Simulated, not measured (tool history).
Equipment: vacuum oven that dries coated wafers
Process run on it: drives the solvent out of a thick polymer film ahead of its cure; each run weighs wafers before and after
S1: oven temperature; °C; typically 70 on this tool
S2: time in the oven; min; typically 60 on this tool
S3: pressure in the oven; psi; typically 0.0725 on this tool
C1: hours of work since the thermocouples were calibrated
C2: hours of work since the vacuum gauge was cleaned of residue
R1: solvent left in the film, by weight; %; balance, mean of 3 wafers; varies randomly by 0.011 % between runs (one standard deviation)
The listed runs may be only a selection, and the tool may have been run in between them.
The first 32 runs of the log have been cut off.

| run | hour | S1 | S2 | S3 | C1 | C2 | R1 |
|---|---|---|---|---|---|---|---|
| 33 | 1505.7 | 57 | 31 | 0.0377 | 394 | 1352 | 7.70 |
| 34 | 1551.0 | 70 | 40 | 0.0682 | 427 | 1386 | 1.69 |
| 35 | 1597.4 | 64 | 65 | 0.0682 | 461 | 1420 | 1.81 |
| 36 | 1643.2 | 59 | 39 | 0.1400 | 495 | 1453 | 6.15 |
|  | 1655.0 | vacuum gauge cleaned of residue and calibrated |
| 37 | 1709.0 | 59 | 60 | 0.1462 | 542 | 40 | 4.22 |
| 38 | 1743.5 | 59 | 68 | 0.1462 | 567 | 65 | 3.67 |
| 39 | 1794.3 | 66 | 85 | 0.1237 | 604 | 102 | 0.87 |
| 40 | 1854.6 | 66 | 85 | 0.1237 | 649 | 146 | 0.87 |
| 41 | 1918.4 | 62 | 60 | 0.0725 | 695 | 193 | 2.80 |
| 42 | 1981.2 | 61 | 90 | 0.1552 | 742 | 239 | 1.95 |
| 43 | 2028.6 | 70 | 60 | 0.2083 | 776 | 274 | 1.04 |
|  | 2056.2 | oven's thermocouples calibrated |
| 44 | 2074.1 | 70 | 60 | 0.2083 | 13 | 306 | 1.07 |
| 45 | 2131.8 | 73 | 60 | 0.2192 | 55 | 348 | 0.71 |
| 46 | 2163.8 | 66 | 96 | 0.2595 | 79 | 372 | 1.11 |

Predict each of these 3 candidate next runs independently; none follows another, all start after run 46:
| A | 2229.3 | 66 | 31 | 0.1442 | 127 | 420 | ? |
| B | 2229.3 | 82 | 60 | 0.1237 | 127 | 420 | ? |
| C | 2229.3 | 66 | 48 | 0.1352 | 127 | 420 | ? |

| run | R1 |
|---|---|
| A | 4.30 |
| B | 0.21 |
| C | 2.45 |
Stripped of hidden state, with their random variation kept, the same runs would have yielded:
| run | R1 |
|---|---|
| A | 4.30 |
| B | 0.21 |
| C | 2.45 |
